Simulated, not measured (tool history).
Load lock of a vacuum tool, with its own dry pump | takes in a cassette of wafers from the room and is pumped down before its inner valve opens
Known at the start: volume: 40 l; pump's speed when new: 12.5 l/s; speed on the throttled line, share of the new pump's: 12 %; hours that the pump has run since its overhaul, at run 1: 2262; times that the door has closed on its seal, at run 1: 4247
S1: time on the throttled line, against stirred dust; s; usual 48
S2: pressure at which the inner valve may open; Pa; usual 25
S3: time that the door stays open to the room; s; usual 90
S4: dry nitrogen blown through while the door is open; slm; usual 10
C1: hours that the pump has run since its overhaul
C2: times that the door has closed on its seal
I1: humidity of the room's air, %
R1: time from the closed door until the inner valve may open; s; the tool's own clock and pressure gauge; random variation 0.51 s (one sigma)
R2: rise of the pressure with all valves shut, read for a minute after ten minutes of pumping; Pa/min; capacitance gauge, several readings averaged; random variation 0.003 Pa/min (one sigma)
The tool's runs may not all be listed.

run,hour,S1,S2,S3,S4,C1,C2,I1,R1,R2
1,0.0,48,25,90,10,2262,4247,42.4,69.7,0.058
2,77.4,48,25,90,10,2340,4500,46.5,70.4,0.063
3,174.7,48,25,90,10,2437,4818,40.5,69.8,0.065
4,233.3,48,25,90,10,2495,5010,42.6,70.3,0.070
5,304.9,48,25,90,10,2567,5244,44.7,71.0,0.071
6,361.7,48,25,90,10,2624,5429,46.9,69.7,0.076
7,452.8,48,25,90,10,2715,5727,45.3,69.9,0.074
8,510.9,48,25,90,10,2773,5917,47.9,69.8,0.075
9,592.2,48,25,90,10,2854,6182,43.6,70.4,0.077
10,674.3,48,25,90,10,2936,6451,45.2,70.1,0.082
11,788.6,48,25,90,10,3051,6824,45.4,71.0,0.081
12,861.3,48,25,90,41,3123,7061,43.6,70.9,0.070
13,921.4,48,25,90,41,3184,7258,45.0,69.9,0.075
14,994.1,48,25,90,41,3256,7495,44.4,70.5,0.076
15,1073.5,48,25,90,41,3336,7755,45.1,69.8,0.081
16,1138.4,48,25,90,8,3401,7967,45.5,70.9,0.104
17,1192.0,48,25,90,8,3454,8142,45.8,69.4,0.104
18,1288.3,48,45,90,8,3550,8457,47.8,68.3,0.107
19,1386.5,48,45,90,8,3649,8777,45.4,68.7,0.111
20,1470.9,48,45,90,8,3733,9053,48.5,68.7,0.113
21,1553.1,48,45,90,8,3815,9322,44.4,68.3,0.117
22,1610.1,48,45,90,8,3872,9508,41.5,70.0,0.119
23,1709.9,48,45,90,8,3972,9834,46.5,68.2,0.126
24,1794.8,40,29,59,4,4057,10111,42.4,62.7,0.130
25,1862.4,50,44,51,4,4125,10332,45.2,71.1,0.131
26,1956.1,49,30,27,36,4218,10638,44.7,71.8,0.109
27,2023.2,49,30,27,36,4285,10857,41.7,70.6,0.111
28,2096.9,49,30,27,36,4359,11098,46.7,70.8,0.117
29,2172.8,82,21,56,10,4435,11346,44.1,101.5,0.137
30,2273.1,33,25,90,7,4535,11674,47.9,57.7,0.154
31,2372.9,33,25,90,7,4635,12000,50.7,57.8,0.162
32,2478.8,27,21,90,26,4741,12346,44.0,52.8,0.143
33,2585.0,27,21,90,26,4847,12693,44.3,53.0,0.148
34,2701.0,40,21,42,5,4963,13072,42.6,63.3,0.163
35,2748.7,40,19,42,4,5011,13228,44.4,64.6,0.168
36,2826.3,40,19,42,4,5088,13481,45.4,64.9,0.179
37,2878.7,95,50,42,4,5141,13653,43.3,109.9,0.173

Hidden state or all else? Some run-to-run changes of R1, split into what the settings, what came in and random variation would give without the hidden state, and what is left for the hidden state (with any gauge scatter that isn't in both results):
The hidden state here: pump's speed, % of a new pump's; leak at the door's seal, Pa l/s; drift of the gauge itself on ready_s, %; drift of the gauge itself on rise_pa_min, %.
Run 17 -> 18: S2 25 -> 45. R1 -1.1 s: hidden state -0.2, all else -0.9.
Run 28 -> 29: S1 49 -> 82, S2 30 -> 21, S3 27 -> 56, S4 36 -> 10. R1 +30.7 s: hidden state -0.2, all else +30.9.
Run 29 -> 30: S1 82 -> 33, S2 21 -> 25, S3 56 -> 90, S4 10 -> 7. R1 -43.8 s: hidden state +0.4, all else -44.2.
Run 36 -> 37: S1 40 -> 95, S2 19 -> 50. R1 +45.0 s: hidden state -0.8, all else +45.8.

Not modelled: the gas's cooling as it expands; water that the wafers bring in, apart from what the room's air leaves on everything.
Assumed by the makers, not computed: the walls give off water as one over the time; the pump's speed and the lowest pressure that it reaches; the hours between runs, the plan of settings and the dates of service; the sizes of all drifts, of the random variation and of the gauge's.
